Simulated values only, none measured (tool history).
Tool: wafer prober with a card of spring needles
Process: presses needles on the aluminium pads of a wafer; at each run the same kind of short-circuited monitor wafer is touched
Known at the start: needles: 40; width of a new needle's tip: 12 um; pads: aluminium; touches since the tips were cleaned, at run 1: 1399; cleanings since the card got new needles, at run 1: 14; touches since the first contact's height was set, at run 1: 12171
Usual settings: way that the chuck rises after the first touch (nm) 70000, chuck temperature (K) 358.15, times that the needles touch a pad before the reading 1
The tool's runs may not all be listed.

| run | hour | way that the chuck rises after the first touch (nm) | chuck temperature (K) | times that the needles touch a pad before the reading | touches since the tips were cleaned | cleanings since the card got new needles | touches since the first contact's height was set | resistance of one needle with its contact and lead (mohm) | way that a needle slides on the pad (nm) |
|---|---|---|---|---|---|---|---|---|---|
| 1 | 0 | 70000 | 358.15 | 1 | 1399 | 14 | 12171 | 127 | 14400 |
| 2 | 8.1 | 70000 | 358.15 | 1 | 3480 | 14 | 14252 | 138 | 14390 |
|  | 22.9 | tips cleaned on abrasive film |
| 3 | 23.3 | 75000 | 358.15 | 1 | 95 | 15 | 18145 | 112 | 15440 |
| 4 | 29.7 | 75000 | 358.15 | 1 | 1742 | 15 | 19792 | 131 | 15370 |
| 5 | 45.1 | 70000 | 358.15 | 2 | 5703 | 15 | 23753 | 134 | 14370 |
|  | 50.9 | tips cleaned on abrasive film |
| 6 | 54.1 | 70000 | 358.15 | 2 | 811 | 16 | 26047 | 115 | 14380 |
| 7 | 63 | 70000 | 358.15 | 2 | 3104 | 16 | 28340 | 127 | 14340 |
| 8 | 77.7 | 70000 | 358.15 | 2 | 6911 | 16 | 32147 | 133 | 14360 |
|  | 79.3 | tips cleaned on abrasive film |
| 9 | 87.6 | 70000 | 358.15 | 2 | 2140 | 17 | 34653 | 118 | 14310 |
| 10 | 94.3 | 70000 | 358.15 | 2 | 3872 | 17 | 36385 | 129 | 14330 |
| 11 | 106.3 | 70000 | 358.15 | 2 | 6975 | 17 | 39488 | 137 | 14320 |
|  | 107.8 | tips cleaned on abrasive film |
| 12 | 118.4 | 70000 | 358.15 | 1 | 2711 | 18 | 42561 | 134 | 14260 |
| 13 | 129.3 | 70000 | 358.15 | 1 | 5540 | 18 | 45390 | 151 | 14350 |
|  | 136 | tips cleaned on abrasive film |
| 14 | 137 | 70000 | 362.15 | 1 | 254 | 19 | 47342 | 112 | 14350 |
| 15 | 145.5 | 70000 | 362.15 | 1 | 2449 | 19 | 49537 | 131 | 14310 |
| 16 | 159.5 | 70000 | 362.15 | 2 | 6047 | 19 | 53135 | 132 | 14320 |
|  | 165.3 | tips cleaned on abrasive film |
| 17 | 166.8 | 70000 | 302.15 | 1 | 383 | 20 | 54980 | 110 | 14320 |
| 18 | 178 | 70000 | 355.15 | 2 | 3268 | 20 | 57865 | 125 | 14280 |
| 19 | 191.4 | 81000 | 358.15 | 1 | 6741 | 20 | 61338 | 156 | 16580 |
|  | 193.4 | tips cleaned on abrasive film |
| 20 | 200.5 | 74000 | 299.15 | 1 | 1821 | 21 | 63647 | 122 | 15110 |
| 21 | 214.6 | 74000 | 299.15 | 1 | 5448 | 21 | 67274 | 143 | 15120 |
|  | 222.1 | tips cleaned on abrasive film |
| 22 | 224.4 | 56000 | 358.15 | 1 | 604 | 22 | 69783 | 122 | 11330 |
| 23 | 237.9 | 90000 | 337.15 | 3 | 4080 | 22 | 73259 | 117 | 18390 |
| 24 | 249.2 | 58000 | 303.15 | 3 | 6980 | 22 | 76159 | 124 | 11800 |
|  | 250.5 | tips cleaned on abrasive film |
| 25 | 256.5 | 58000 | 303.15 | 3 | 1538 | 23 | 78022 | 109 | 11810 |
| 26 | 264.4 | 90000 | 371.15 | 1 | 3569 | 23 | 80053 | 140 | 18290 |
| 27 | 271.8 | 90000 | 371.15 | 1 | 5487 | 23 | 81971 | 147 | 18330 |
|  | 278.8 | tips cleaned on abrasive film |
| 28 | 283.8 | 76000 | 317.15 | 1 | 1276 | 24 | 85020 | 115 | 15380 |
| 29 | 299.6 | 85000 | 344.15 | 2 | 5354 | 24 | 89098 | 126 | 17320 |
|  | 306.9 | tips cleaned on abrasive film |
| 30 | 309.8 | 63000 | 358.15 | 2 | 735 | 25 | 91698 | 114 | 12810 |
| 31 | 324.7 | 57000 | 358.15 | 1 | 4575 | 25 | 95538 | 158 | 11530 |
|  | 335.2 | tips cleaned on abrasive film |
| 32 | 339 | 52000 | 318.15 | 2 | 989 | 26 | 99206 | 118 | 10460 |
| 33 | 354.5 | 52000 | 318.15 | 2 | 4959 | 26 | 103176 | 144 | 10520 |
|  | 364.1 | tips cleaned on abrasive film |
|  | 365.7 | height of the first contact set anew |
| 34 | 365.7 | 71000 | 307.15 | 3 | 336 | 27 | 11 | 104 | 14590 |

Measured less the same run without the tool's hidden state. The same run-to-run variation is in both; the gauge's scatter may not be:
The hidden state here: debris on the tips, nm; way that the needles fall short of the set height, um; tips' diameter, um; drift of the gauge itself on contact_mohm, %; drift of the gauge itself on scrub_um, %.
| run | resistance of one needle with its contact and lead (mohm) | way that a needle slides on the pad (nm) |
|---|---|---|
| 1 | +19 | -30 |
| 2 | +35 | -30 |
| 3 | +6 | -50 |
| 4 | +23 | -50 |
| 5 | +28 | -50 |
| 6 | +9 | -60 |
| 7 | +20 | -60 |
| 8 | +29 | -60 |
| 9 | +14 | -80 |
| 10 | +22 | -80 |
| 11 | +30 | -70 |
| 12 | +28 | -90 |
| 13 | +45 | -90 |
| 14 | +6 | -100 |
| 15 | +26 | -100 |
| 16 | +27 | -100 |
| 17 | +10 | -120 |
| 18 | +21 | -120 |
| 19 | +48 | -120 |
| 20 | +23 | -140 |
| 21 | +43 | -140 |
| 22 | +16 | -160 |
| 23 | +12 | -150 |
| 24 | +24 | -160 |
| 25 | +10 | -170 |
| 26 | +32 | -170 |
| 27 | +40 | -160 |
| 28 | +15 | -180 |
| 29 | +24 | -180 |
| 30 | +8 | -200 |
| 31 | +50 | -200 |
| 32 | +15 | -210 |
| 33 | +40 | -210 |
| 34 | +4 | +0 |
